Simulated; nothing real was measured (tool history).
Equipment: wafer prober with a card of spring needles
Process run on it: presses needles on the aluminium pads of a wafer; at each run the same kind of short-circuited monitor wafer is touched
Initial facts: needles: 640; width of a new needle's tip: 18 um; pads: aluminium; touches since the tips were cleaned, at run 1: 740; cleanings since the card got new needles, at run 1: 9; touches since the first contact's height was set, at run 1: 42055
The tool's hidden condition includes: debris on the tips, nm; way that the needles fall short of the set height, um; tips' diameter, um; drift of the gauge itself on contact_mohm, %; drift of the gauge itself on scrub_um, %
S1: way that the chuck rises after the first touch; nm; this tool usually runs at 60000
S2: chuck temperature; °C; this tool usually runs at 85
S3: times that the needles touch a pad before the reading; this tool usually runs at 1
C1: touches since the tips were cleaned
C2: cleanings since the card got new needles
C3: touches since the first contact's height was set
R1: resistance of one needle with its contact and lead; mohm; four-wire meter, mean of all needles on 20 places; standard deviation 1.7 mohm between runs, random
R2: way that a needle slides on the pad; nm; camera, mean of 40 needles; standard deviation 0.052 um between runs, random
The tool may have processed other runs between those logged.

{"run": 1, "hour": 0.0, "S1": 60000, "S2": 85, "S3": 1, "C1": 740, "C2": 9, "C3": 42055, "R1": 218, "R2": 7360}
{"hour": 12.8, "done": "tips cleaned on abrasive film"}
{"run": 2, "hour": 23.8, "S1": 60000, "S2": 85, "S3": 1, "C1": 2993, "C2": 10, "C3": 48541, "R1": 266, "R2": 7270}
{"hour": 28.8, "done": "tips cleaned on abrasive film"}
{"run": 3, "hour": 40.8, "S1": 60000, "S2": 85, "S3": 1, "C1": 3300, "C2": 11, "C3": 53193, "R1": 271, "R2": 7330}
{"hour": 43.8, "done": "tips cleaned on abrasive film"}
{"hour": 59.4, "done": "tips cleaned on abrasive film"}
{"run": 4, "hour": 63.3, "S1": 60000, "S2": 39, "S3": 1, "C1": 1065, "C2": 13, "C3": 59292, "R1": 211, "R2": 7210}
{"hour": 75.6, "done": "tips cleaned on abrasive film"}
{"run": 5, "hour": 85.5, "S1": 60000, "S2": 39, "S3": 1, "C1": 2735, "C2": 14, "C3": 65371, "R1": 267, "R2": 7290}
{"hour": 91.2, "done": "tips cleaned on abrasive film"}
{"run": 6, "hour": 100.7, "S1": 60000, "S2": 39, "S3": 1, "C1": 2622, "C2": 15, "C3": 69505, "R1": 265, "R2": 7130}
{"hour": 106.3, "done": "tips cleaned on abrasive film"}
{"run": 7, "hour": 119.5, "S1": 60000, "S2": 39, "S3": 1, "C1": 3601, "C2": 16, "C3": 74617, "R1": 286, "R2": 7180}
{"hour": 121.7, "done": "tips cleaned on abrasive film"}
{"hour": 136.1, "done": "tips cleaned on abrasive film"}
{"run": 8, "hour": 136.1, "S1": 60000, "S2": 39, "S3": 1, "C1": 0, "C2": 18, "C3": 79121, "R1": 173, "R2": 7230}
{"run": 9, "hour": 150.3, "S1": 60000, "S2": 39, "S3": 1, "C1": 3899, "C2": 18, "C3": 83020, "R1": 282, "R2": 7130}
{"hour": 152.0, "done": "tips cleaned on abrasive film"}
{"run": 10, "hour": 165.8, "S1": 60000, "S2": 39, "S3": 1, "C1": 3771, "C2": 19, "C3": 87231, "R1": 286, "R2": 7230}
{"hour": 167.3, "done": "tips cleaned on abrasive film"}
{"run": 11, "hour": 175.8, "S1": 60000, "S2": 39, "S3": 1, "C1": 2314, "C2": 20, "C3": 89946, "R1": 263, "R2": 7150}
{"hour": 182.2, "done": "tips cleaned on abrasive film"}
{"run": 12, "hour": 195.5, "S1": 60000, "S2": 85, "S3": 1, "C1": 3645, "C2": 21, "C3": 95337, "R1": 292, "R2": 7120}
{"hour": 196.8, "done": "tips cleaned on abrasive film"}
{"hour": 212.0, "done": "tips cleaned on abrasive film"}
{"run": 13, "hour": 213.7, "S1": 60000, "S2": 85, "S3": 1, "C1": 474, "C2": 23, "C3": 100259, "R1": 202, "R2": 7100}
{"hour": 227.3, "done": "tips cleaned on abrasive film"}
{"run": 14, "hour": 227.7, "S1": 60000, "S2": 85, "S3": 1, "C1": 118, "C2": 24, "C3": 104085, "R1": 192, "R2": 7080}
{"hour": 242.7, "done": "tips cleaned on abrasive film"}
{"run": 15, "hour": 249.8, "S1": 60000, "S2": 85, "S3": 2, "C1": 1946, "C2": 25, "C3": 110095, "R1": 226, "R2": 7100}
{"hour": 257.9, "done": "tips cleaned on abrasive film"}
{"hour": 272.4, "done": "tips cleaned on abrasive film"}
{"run": 16, "hour": 272.9, "S1": 63000, "S2": 85, "S3": 2, "C1": 129, "C2": 27, "C3": 116383, "R1": 184, "R2": 7390}
{"run": 17, "hour": 284.9, "S1": 55000, "S2": 85, "S3": 2, "C1": 3425, "C2": 27, "C3": 119679, "R1": 259, "R2": 6420}
{"hour": 287.1, "done": "tips cleaned on abrasive film"}
{"run": 18, "hour": 299.9, "S1": 60000, "S2": 85, "S3": 2, "C1": 3513, "C2": 28, "C3": 123761, "R1": 247, "R2": 7090}
{"hour": 303.1, "done": "tips cleaned on abrasive film"}
{"run": 19, "hour": 310.3, "S1": 45000, "S2": 83, "S3": 2, "C1": 1983, "C2": 29, "C3": 126590, "R1": 272, "R2": 5260}
{"hour": 318.2, "done": "tips cleaned on abrasive film"}
{"hour": 332.9, "done": "tips cleaned on abrasive film"}
{"run": 20, "hour": 332.9, "S1": 52000, "S2": 26, "S3": 1, "C1": 0, "C2": 31, "C3": 132732, "R1": 176, "R2": 6050}
{"hour": 348.4, "done": "tips cleaned on abrasive film"}
{"run": 21, "hour": 356.5, "S1": 52000, "S2": 26, "S3": 1, "C1": 2216, "C2": 32, "C3": 139162, "R1": 285, "R2": 5970}
{"hour": 363.7, "done": "tips cleaned on abrasive film"}
{"run": 22, "hour": 371.5, "S1": 52000, "S2": 26, "S3": 1, "C1": 2118, "C2": 33, "C3": 143244, "R1": 282, "R2": 5960}
{"hour": 378.5, "done": "tips cleaned on abrasive film"}
{"hour": 393.2, "done": "tips cleaned on abrasive film"}
{"run": 23, "hour": 393.9, "S1": 42000, "S2": 81, "S3": 1, "C1": 203, "C2": 35, "C3": 149345, "R1": 218, "R2": 4690}
{"hour": 407.9, "done": "tips cleaned on abrasive film"}
{"run": 24, "hour": 407.9, "S1": 60000, "S2": 26, "S3": 1, "C1": 0, "C2": 36, "C3": 153140, "R1": 172, "R2": 6970}
{"hour": 422.9, "done": "tips cleaned on abrasive film"}
{"run": 25, "hour": 425.3, "S1": 57000, "S2": 45, "S3": 3, "C1": 680, "C2": 37, "C3": 157904, "R1": 188, "R2": 6550}
{"hour": 439.2, "done": "tips cleaned on abrasive film"}
{"run": 26, "hour": 439.7, "S1": 57000, "S2": 45, "S3": 3, "C1": 161, "C2": 38, "C3": 161825, "R1": 180, "R2": 6510}
{"hour": 454.8, "done": "tips cleaned on abrasive film"}
{"run": 27, "hour": 456.8, "S1": 60000, "S2": 56, "S3": 1, "C1": 546, "C2": 39, "C3": 166468, "R1": 205, "R2": 6870}
{"hour": 470.0, "done": "tips cleaned on abrasive film"}
{"run": 28, "hour": 470.6, "S1": 43000, "S2": 46, "S3": 1, "C1": 167, "C2": 40, "C3": 170226, "R1": 218, "R2": 4770}
{"run": 29, "hour": 481.4, "S1": 43000, "S2": 95, "S3": 1, "C1": 3138, "C2": 40, "C3": 173197, "R1": 407, "R2": 4730}
{"hour": 484.8, "done": "tips cleaned on abrasive film"}
{"hour": 500.1, "done": "tips cleaned on abrasive film"}
{"run": 30, "hour": 504.8, "S1": 43000, "S2": 95, "S3": 1, "C1": 1283, "C2": 42, "C3": 179560, "R1": 310, "R2": 4760}
{"hour": 514.7, "done": "tips cleaned on abrasive film"}
{"run": 31, "hour": 517.8, "S1": 43000, "S2": 95, "S3": 2, "C1": 851, "C2": 43, "C3": 183086, "R1": 240, "R2": 4740}
{"hour": 529.4, "done": "tips cleaned on abrasive film"}
{"run": 32, "hour": 539.2, "S1": 43000, "S2": 95, "S3": 2, "C1": 2674, "C2": 44, "C3": 188923, "R1": 319, "R2": 4740}

Results for each run, recomputed without the tool's hidden state and with each run's random variation untouched:
run=1 R1=174 R2=7470
run=2 R1=174 R2=7390
run=3 R1=177 R2=7470
run=4 R1=164 R2=7370
run=5 R1=165 R2=7470
run=6 R1=164 R2=7320
run=7 R1=168 R2=7380
run=8 R1=163 R2=7460
run=9 R1=163 R2=7360
run=10 R1=165 R2=7460
run=11 R1=169 R2=7400
run=12 R1=178 R2=7380
run=13 R1=172 R2=7390
run=14 R1=173 R2=7380
run=15 R1=176 R2=7410
run=16 R1=174 R2=7730
run=17 R1=177 R2=6760
run=18 R1=177 R2=7440
run=19 R1=177 R2=5630
run=20 R1=166 R2=6440
run=21 R1=165 R2=6380
run=22 R1=165 R2=6390
run=23 R1=180 R2=5130
run=24 R1=162 R2=7430
run=25 R1=167 R2=7030
run=26 R1=170 R2=7000
run=27 R1=169 R2=7370
run=28 R1=173 R2=5280
run=29 R1=184 R2=5240
run=30 R1=180 R2=5300
run=31 R1=183 R2=5300
run=32 R1=188 R2=5310
